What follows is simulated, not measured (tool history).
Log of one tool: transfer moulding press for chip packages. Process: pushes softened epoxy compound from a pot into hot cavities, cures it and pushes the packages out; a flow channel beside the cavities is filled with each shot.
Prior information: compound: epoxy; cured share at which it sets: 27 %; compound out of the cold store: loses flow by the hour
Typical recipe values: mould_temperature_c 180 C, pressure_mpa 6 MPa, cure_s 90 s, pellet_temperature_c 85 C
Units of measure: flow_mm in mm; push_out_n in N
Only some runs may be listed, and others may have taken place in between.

| run | hour | mould_temperature_c | pressure_mpa | cure_s | pellet_temperature_c | incoming compound's hours out of the cold store | flow_mm | push_out_n |
|---|---|---|---|---|---|---|---|---|
| 1 | 0 | 180 | 6 | 90 | 85 | 46.1 | 665 | 521 |
|  | 41.4 | cavities cleaned with cleaning compound and waxed |
| 2 | 44.5 | 180 | 6 | 90 | 85 | 18 | 816 | 566 |
| 3 | 70.4 | 180 | 6 | 90 | 85 | 32.1 | 725 | 767 |
|  | 83.8 | cavities cleaned with cleaning compound and waxed |
| 4 | 93 | 180 | 6 | 90 | 85 | 19.5 | 795 | 633 |
| 5 | 116.3 | 180 | 4.64 | 90 | 85 | 22.2 | 687 | 763 |
|  | 125 | plunger's sealing rings changed |
|  | 126.5 | cavities cleaned with cleaning compound and waxed |
| 6 | 154.8 | 180 | 4.64 | 90 | 85 | 18.8 | 762 | 743 |
|  | 166.3 | cavities cleaned with cleaning compound and waxed |
|  | 204.6 | cavities cleaned with cleaning compound and waxed |
| 7 | 204.6 | 180 | 6 | 90 | 85 | 41.9 | 720 | 516 |
|  | 243.1 | cavities cleaned with cleaning compound and waxed |
| 8 | 244.8 | 180 | 6 | 90 | 85 | 42.9 | 706 | 547 |
|  | 281.7 | cavities cleaned with cleaning compound and waxed |
| 9 | 283.2 | 180 | 6 | 90 | 85 | 32.5 | 751 | 557 |
| 10 | 305.1 | 180 | 6 | 90 | 85 | 45.4 | 679 | 715 |
|  | 323.2 | cavities cleaned with cleaning compound and waxed |
| 11 | 328.9 | 180 | 6 | 90 | 85 | 40.1 | 699 | 585 |
|  | 363.3 | cavities cleaned with cleaning compound and waxed |
| 12 | 377.3 | 180 | 6 | 90 | 85 | 19.2 | 826 | 666 |
|  | 401.8 | cavities cleaned with cleaning compound and waxed |
| 13 | 405.6 | 180 | 4.55 | 90 | 83 | 38.7 | 616 | 580 |
|  | 410.7 | mould's thermocouples calibrated |
| 14 | 433.3 | 173 | 7.47 | 90 | 85 | 23.5 | 888 | 1228 |
|  | 442.4 | cavities cleaned with cleaning compound and waxed |
| 15 | 465.9 | 173 | 7.47 | 75 | 85 | 22.7 | 889 | 1740 |
|  | 481.8 | cavities cleaned with cleaning compound and waxed |
| 16 | 506 | 173 | 5.65 | 86 | 78 | 11 | 835 | 1466 |
|  | 516.1 | plunger's sealing rings changed |
|  | 522.9 | cavities cleaned with cleaning compound and waxed |
| 17 | 541.6 | 178 | 5.57 | 86 | 78 | 19.9 | 843 | 908 |
|  | 561.6 | cavities cleaned with cleaning compound and waxed |
| 18 | 592.9 | 180 | 6.27 | 109 | 85 | 27 | 827 | 650 |
|  | 602.9 | cavities cleaned with cleaning compound and waxed |
|  | 635 | mould's thermocouples calibrated, once more |
|  | 644 | cavities cleaned with cleaning compound and waxed |
| 19 | 644.3 | 180 | 6 | 88 | 85 | 47.1 | 670 | 537 |
| 20 | 680.4 | 180 | 6 | 88 | 85 | 44 | 691 | 768 |
|  | 685.1 | cavities cleaned with cleaning compound and waxed |
| 21 | 721 | 180 | 6 | 90 | 93 | 42.7 | 690 | 758 |
|  | 726 | cavities cleaned with cleaning compound and waxed |
| 22 | 747.9 | 179 | 4.9 | 80 | 78 | 46.7 | 611 | 889 |
|  | 766.5 | cavities cleaned with cleaning compound and waxed |
| 23 | 789.8 | 181 | 5.43 | 94 | 83 | 9.8 | 833 | 664 |
|  | 805.8 | cavities cleaned with cleaning compound and waxed |
| 24 | 837.6 | 183 | 6.56 | 90 | 85 | 46.4 | 676 | 657 |

Branching from run 24: 5 alternative next runs. What would each branch give?
|  | 847 | cavities cleaned with cleaning compound and waxed |
|  | 885.7 | cavities cleaned with cleaning compound and waxed |
| A | 885.7 | 179 | 6 | 90 | 94 | 17.5 | ? | ? |
|  | 847 | cavities cleaned with cleaning compound and waxed |
|  | 885.7 | cavities cleaned with cleaning compound and waxed |
| B | 885.7 | 180 | 6 | 90 | 93 | 13.6 | ? | ? |
|  | 847 | cavities cleaned with cleaning compound and waxed |
|  | 885.7 | cavities cleaned with cleaning compound and waxed |
| C | 885.7 | 180 | 6 | 90 | 85 | 18.9 | ? | ? |
|  | 847 | cavities cleaned with cleaning compound and waxed |
|  | 885.7 | cavities cleaned with cleaning compound and waxed |
| D | 885.7 | 180 | 4.58 | 83 | 90 | 9.4 | ? | ? |
|  | 847 | cavities cleaned with cleaning compound and waxed |
|  | 885.7 | cavities cleaned with cleaning compound and waxed |
| E | 885.7 | 181 | 6 | 90 | 87 | 29.4 | ? | ? |

| run | flow_mm | push_out_n |
|---|---|---|
| A | 800 | 572 |
| B | 831 | 559 |
| C | 788 | 535 |
| D | 739 | 631 |
| E | 736 | 506 |
With the hidden condition removed and each run's random variation left untouched, the same runs would have given:
| run | flow_mm | push_out_n |
|---|---|---|
| A | 880 | 539 |
| B | 914 | 528 |
| C | 868 | 505 |
| D | 813 | 590 |
| E | 810 | 480 |
